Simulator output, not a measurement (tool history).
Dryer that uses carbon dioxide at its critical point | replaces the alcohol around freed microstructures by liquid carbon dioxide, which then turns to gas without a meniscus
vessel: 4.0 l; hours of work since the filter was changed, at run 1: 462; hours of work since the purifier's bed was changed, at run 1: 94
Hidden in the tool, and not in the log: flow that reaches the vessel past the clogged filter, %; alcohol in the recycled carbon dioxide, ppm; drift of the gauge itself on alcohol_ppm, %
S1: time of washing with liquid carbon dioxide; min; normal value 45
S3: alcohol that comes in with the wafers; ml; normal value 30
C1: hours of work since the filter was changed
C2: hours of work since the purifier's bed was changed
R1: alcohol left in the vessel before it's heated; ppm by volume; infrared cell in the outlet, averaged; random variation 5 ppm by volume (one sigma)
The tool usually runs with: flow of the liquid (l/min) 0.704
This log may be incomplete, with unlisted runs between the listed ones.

{"run": 1, "hour": 0.0, "S1": 45, "flow of the liquid (l/min)": 0.704, "S3": 30, "C1": 462, "C2": 94, "R1": 59}
{"run": 2, "hour": 9.8, "S1": 45, "flow of the liquid (l/min)": 0.696, "S3": 30, "C1": 466, "C2": 97, "R1": 56}
{"run": 3, "hour": 17.2, "S1": 45, "flow of the liquid (l/min)": 0.704, "S3": 30, "C1": 468, "C2": 100, "R1": 54}
{"run": 4, "hour": 24.4, "S1": 45, "flow of the liquid (l/min)": 0.704, "S3": 30, "C1": 471, "C2": 103, "R1": 46}
{"run": 5, "hour": 30.7, "S1": 45, "flow of the liquid (l/min)": 0.704, "S3": 30, "C1": 473, "C2": 105, "R1": 58}
{"run": 6, "hour": 37.2, "S1": 47, "flow of the liquid (l/min)": 0.704, "S3": 30, "C1": 476, "C2": 107, "R1": 46}
{"run": 7, "hour": 46.4, "S1": 47, "flow of the liquid (l/min)": 0.704, "S3": 30, "C1": 479, "C2": 111, "R1": 55}
{"run": 8, "hour": 58.5, "S1": 47, "flow of the liquid (l/min)": 0.704, "S3": 30, "C1": 484, "C2": 115, "R1": 54}
{"run": 9, "hour": 70.9, "S1": 47, "flow of the liquid (l/min)": 0.704, "S3": 30, "C1": 488, "C2": 120, "R1": 53}
{"run": 10, "hour": 78.9, "S1": 45, "flow of the liquid (l/min)": 0.896, "S3": 30, "C1": 491, "C2": 123, "R1": 46}
{"run": 11, "hour": 85.9, "S1": 45, "flow of the liquid (l/min)": 0.432, "S3": 30, "C1": 494, "C2": 125, "R1": 234}
{"run": 12, "hour": 95.7, "S1": 45, "flow of the liquid (l/min)": 0.611, "S3": 30, "C1": 498, "C2": 129, "R1": 87}
{"run": 13, "hour": 105.1, "S1": 45, "flow of the liquid (l/min)": 0.611, "S3": 30, "C1": 501, "C2": 133, "R1": 92}
{"run": 14, "hour": 117.8, "S1": 45, "flow of the liquid (l/min)": 0.611, "S3": 30, "C1": 506, "C2": 137, "R1": 89}
{"run": 15, "hour": 130.8, "S1": 45, "flow of the liquid (l/min)": 0.446, "S3": 30, "C1": 511, "C2": 142, "R1": 234}
{"run": 16, "hour": 140.7, "S1": 45, "flow of the liquid (l/min)": 0.446, "S3": 30, "C1": 514, "C2": 146, "R1": 236}
{"run": 17, "hour": 151.0, "S1": 45, "flow of the liquid (l/min)": 0.704, "S3": 30, "C1": 518, "C2": 150, "R1": 61}
{"run": 18, "hour": 157.6, "S1": 69, "flow of the liquid (l/min)": 1.044, "S3": 72, "C1": 520, "C2": 152, "R1": 55}
{"hour": 170.2, "done": "inlet filter changed"}
{"run": 19, "hour": 172.2, "S1": 48, "flow of the liquid (l/min)": 1.044, "S3": 72, "C1": 1, "C2": 157, "R1": 62}
{"run": 20, "hour": 185.6, "S1": 28, "flow of the liquid (l/min)": 0.466, "S3": 22, "C1": 6, "C2": 162, "R1": 351}
{"run": 21, "hour": 196.9, "S1": 28, "flow of the liquid (l/min)": 0.466, "S3": 22, "C1": 10, "C2": 166, "R1": 363}
{"run": 22, "hour": 205.6, "S1": 28, "flow of the liquid (l/min)": 0.466, "S3": 22, "C1": 13, "C2": 170, "R1": 367}
{"run": 23, "hour": 214.3, "S1": 40, "flow of the liquid (l/min)": 0.64, "S3": 67, "C1": 16, "C2": 173, "R1": 121}
{"run": 24, "hour": 228.2, "S1": 55, "flow of the liquid (l/min)": 1.193, "S3": 72, "C1": 21, "C2": 178, "R1": 51}
{"run": 25, "hour": 239.3, "S1": 58, "flow of the liquid (l/min)": 0.704, "S3": 20, "C1": 26, "C2": 182, "R1": 56}
{"run": 26, "hour": 249.0, "S1": 69, "flow of the liquid (l/min)": 0.882, "S3": 94, "C1": 29, "C2": 186, "R1": 66}
{"run": 27, "hour": 258.6, "S1": 40, "flow of the liquid (l/min)": 0.751, "S3": 45, "C1": 33, "C2": 189, "R1": 78}
{"run": 28, "hour": 269.8, "S1": 40, "flow of the liquid (l/min)": 0.751, "S3": 45, "C1": 37, "C2": 193, "R1": 73}
{"run": 29, "hour": 276.3, "S1": 51, "flow of the liquid (l/min)": 0.797, "S3": 23, "C1": 39, "C2": 196, "R1": 64}
{"run": 30, "hour": 284.8, "S1": 48, "flow of the liquid (l/min)": 0.797, "S3": 43, "C1": 42, "C2": 199, "R1": 65}
{"run": 31, "hour": 297.2, "S1": 48, "flow of the liquid (l/min)": 0.797, "S3": 43, "C1": 47, "C2": 204, "R1": 67}
{"run": 32, "hour": 306.1, "S1": 33, "flow of the liquid (l/min)": 0.704, "S3": 34, "C1": 50, "C2": 207, "R1": 111}
{"run": 33, "hour": 316.1, "S1": 33, "flow of the liquid (l/min)": 0.704, "S3": 34, "C1": 54, "C2": 211, "R1": 124}

Consider 3 possible next runs. They are alternatives, not a sequence: every one starts from the tool as it was left by run 33. What does each give?
{"run": "A", "hour": 328.2, "S1": 33, "flow of the liquid (l/min)": 1.066, "S3": 21, "C1": 59, "C2": 215, "R1": "?"}
{"run": "B", "hour": 328.2, "S1": 33, "flow of the liquid (l/min)": 0.462, "S3": 119, "C1": 59, "C2": 215, "R1": "?"}
{"run": "C", "hour": 328.2, "S1": 45, "flow of the liquid (l/min)": 0.704, "S3": 28, "C1": 59, "C2": 215, "R1": "?"}

run=A R1=66
run=B R1=1155
run=C R1=73
With no hidden state in the tool, these same runs would have given:
run=A R1=5
run=B R1=1027
run=C R1=13
